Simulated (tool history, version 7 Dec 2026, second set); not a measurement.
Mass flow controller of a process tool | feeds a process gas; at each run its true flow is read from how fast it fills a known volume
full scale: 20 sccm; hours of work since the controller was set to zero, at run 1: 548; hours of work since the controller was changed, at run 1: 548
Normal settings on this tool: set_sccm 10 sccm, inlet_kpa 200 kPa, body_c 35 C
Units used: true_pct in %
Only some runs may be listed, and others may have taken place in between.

| run | hour | set_sccm | inlet_kpa | body_c | hours of work since the controller was set to zero | hours of work since the controller was changed | true_pct |
|---|---|---|---|---|---|---|---|
| 1 | 0 | 10 | 200 | 35 | 548 | 548 | 99.94 |
| 2 | 60.2 | 10 | 277 | 35 | 575 | 575 | 99.84 |
| 3 | 118.9 | 10 | 200 | 31 | 601 | 601 | 99.81 |
| 4 | 178.7 | 10 | 200 | 31 | 628 | 628 | 99.83 |
| 5 | 248.6 | 10 | 200 | 31 | 660 | 660 | 100 |
| 6 | 307.5 | 10 | 200 | 31 | 686 | 686 | 99.83 |
| 7 | 381.9 | 3 | 200 | 35 | 720 | 720 | 99.8 |
| 8 | 417.3 | 3 | 200 | 35 | 736 | 736 | 99.73 |
| 9 | 493.7 | 7 | 190 | 20 | 770 | 770 | 98.94 |
| 10 | 565.7 | 5 | 168 | 25 | 802 | 802 | 99.2 |
| 11 | 644.8 | 10 | 200 | 26 | 838 | 838 | 99.53 |
| 12 | 690.6 | 10 | 271 | 24 | 858 | 858 | 99.14 |
| 13 | 752.8 | 10 | 271 | 24 | 886 | 886 | 99.06 |
| 14 | 804.6 | 10 | 271 | 24 | 910 | 910 | 98.84 |
| 15 | 837.6 | 10 | 271 | 24 | 925 | 925 | 99.03 |
| 16 | 884.4 | 2 | 242 | 24 | 946 | 946 | 98.86 |

4 options for the next run, each taken on its own from the tool as it stands now. Forecast them:
| A | 951.5 | 10 | 241 | 28 | 976 | 976 | ? |
| B | 951.5 | 10 | 220 | 35 | 976 | 976 | ? |
| C | 951.5 | 10 | 245 | 27 | 976 | 976 | ? |
| D | 951.5 | 10 | 227 | 33 | 976 | 976 | ? |

| run | true_pct |
|---|---|
| A | 99.51 |
| B | 100.12 |
| C | 99.31 |
| D | 99.78 |
Without the tool's unlogged condition, the same runs would have read:
| run | true_pct |
|---|---|
| A | 99.51 |
| B | 100.12 |
| C | 99.31 |
| D | 99.79 |

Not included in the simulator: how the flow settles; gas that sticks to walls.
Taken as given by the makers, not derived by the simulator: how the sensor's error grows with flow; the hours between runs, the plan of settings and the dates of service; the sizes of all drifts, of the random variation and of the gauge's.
